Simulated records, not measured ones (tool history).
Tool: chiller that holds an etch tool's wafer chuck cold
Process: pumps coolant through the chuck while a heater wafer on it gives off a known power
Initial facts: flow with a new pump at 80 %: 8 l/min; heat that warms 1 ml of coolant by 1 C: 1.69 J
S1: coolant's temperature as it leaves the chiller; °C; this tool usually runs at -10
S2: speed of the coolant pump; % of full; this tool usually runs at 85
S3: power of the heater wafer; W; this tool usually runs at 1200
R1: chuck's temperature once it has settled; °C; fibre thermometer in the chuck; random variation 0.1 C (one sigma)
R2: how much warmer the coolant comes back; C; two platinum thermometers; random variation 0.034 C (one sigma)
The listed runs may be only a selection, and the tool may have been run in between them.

run 1 hour=0 | S1=-10 S2=85 S3=1200 | R1=2.9 R2=4.95
run 2 hour=105.9 | S1=-10 S2=85 S3=1200 | R1=3.3 R2=4.99
-- hour=248.3 chiller's thermometer calibrated
run 3 hour=259.5 | S1=-10 S2=85 S3=1200 | R1=3.3 R2=5.03
run 4 hour=433.7 | S1=-10 S2=85 S3=806 | R1=-1.4 R2=3.5
run 5 hour=552.8 | S1=-10 S2=85 S3=806 | R1=-1.2 R2=3.45
run 6 hour=706.9 | S1=-10 S2=85 S3=806 | R1=-1.1 R2=3.53
run 7 hour=864.8 | S1=-10 S2=85 S3=1200 | R1=3.1 R2=5.19
run 8 hour=1044.8 | S1=-8 S2=85 S3=1200 | R1=4.9 R2=5.28
-- hour=1113.1 coolant changed, channels flushed
run 9 hour=1188.3 | S1=-10 S2=85 S3=1200 | R1=3.1 R2=5.31
run 10 hour=1315.4 | S1=-10 S2=85 S3=1200 | R1=3.2 R2=5.28
run 11 hour=1460.2 | S1=-10 S2=85 S3=1200 | R1=3.2 R2=5.32
run 12 hour=1582.2 | S1=-19 S2=85 S3=1200 | R1=-5.9 R2=5.4
run 13 hour=1709.7 | S1=-19 S2=85 S3=1200 | R1=-6 R2=5.4
run 14 hour=1860.2 | S1=-12 S2=85 S3=1200 | R1=1.2 R2=5.38
-- hour=1891 gauge calibrated
run 15 hour=2038.1 | S1=-10 S2=85 S3=1200 | R1=3 R2=5.03
run 16 hour=2192.2 | S1=-10 S2=87 S3=1200 | R1=2.6 R2=4.94
run 17 hour=2348.5 | S1=-10 S2=87 S3=1200 | R1=2.7 R2=4.98
run 18 hour=2469.6 | S1=-19 S2=87 S3=1200 | R1=-6.1 R2=5
run 19 hour=2628.8 | S1=-19 S2=87 S3=1200 | R1=-6 R2=5.01
run 20 hour=2702.5 | S1=-10 S2=90 S3=1512 | R1=5.6 R2=6.06
run 21 hour=2836.5 | S1=-10 S2=90 S3=1512 | R1=5.5 R2=6.23
run 22 hour=2947.2 | S1=-3 S2=85 S3=706 | R1=4.8 R2=3.13
run 23 hour=3021.3 | S1=-3 S2=85 S3=706 | R1=4.8 R2=3.16
run 24 hour=3193.8 | S1=-3 S2=85 S3=706 | R1=4.8 R2=3.22
run 25 hour=3342.2 | S1=-2 S2=85 S3=1200 | R1=11 R2=5.34
run 26 hour=3514.5 | S1=-2 S2=97 S3=614 | R1=3.9 R2=2.59
-- hour=3526.1 chiller's thermometer calibrated
run 27 hour=3640.6 | S1=-12 S2=62 S3=971 | R1=2.3 R2=6.05
run 28 hour=3753.4 | S1=-12 S2=62 S3=971 | R1=2.4 R2=6.14
run 29 hour=3846.7 | S1=-12 S2=62 S3=971 | R1=2.2 R2=6.07
-- hour=3929.5 gauge calibrated
run 30 hour=3948.6 | S1=-9 S2=85 S3=747 | R1=-0.8 R2=3.09
run 31 hour=4097.6 | S1=-9 S2=85 S3=747 | R1=-0.9 R2=3.11
run 32 hour=4193.3 | S1=-9 S2=85 S3=747 | R1=-0.8 R2=3.18
run 33 hour=4327.7 | S1=-11 S2=88 S3=1604 | R1=5.8 R2=6.53

Subtracting, for every run, the result it would have given without the tool's unlogged condition from the measured result gives the following. The same run-to-run variation enters both numbers; the gauge's scatter may not:
Hidden state present: heat passed by the chuck's channels, % of clean ones'; flow at a given pump speed, % of a new pump's; coolant's true temperature over the reading, C; drift of the gauge itself on chuck_c, C; drift of the gauge itself on warmer_back_c, C.
run=1 R2=+0
run=2 R2=+0.02
run=3 R2=+0.05
run=4 R2=+0.1
run=5 R2=+0.12
run=6 R2=+0.15
run=7 R2=+0.19
run=8 R2=+0.23
run=9 R2=+0.26
run=10 R2=+0.29
run=11 R2=+0.33
run=12 R2=+0.35
run=13 R2=+0.38
run=14 R2=+0.41
run=15 R2=+0.03
run=16 R2=+0.07
run=17 R2=+0.1
run=18 R2=+0.13
run=19 R2=+0.16
run=20 R2=+0.19
run=21 R2=+0.21
run=22 R2=+0.24
run=23 R2=+0.25
run=24 R2=+0.29
run=25 R2=+0.32
run=26 R2=+0.36
run=27 R2=+0.4
run=28 R2=+0.41
run=29 R2=+0.43
run=30 R2=+0.01
run=31 R2=+0.04
run=32 R2=+0.06
run=33 R2=+0.09
R1: differs from the measured result by no more than 0.1 °C in any run.
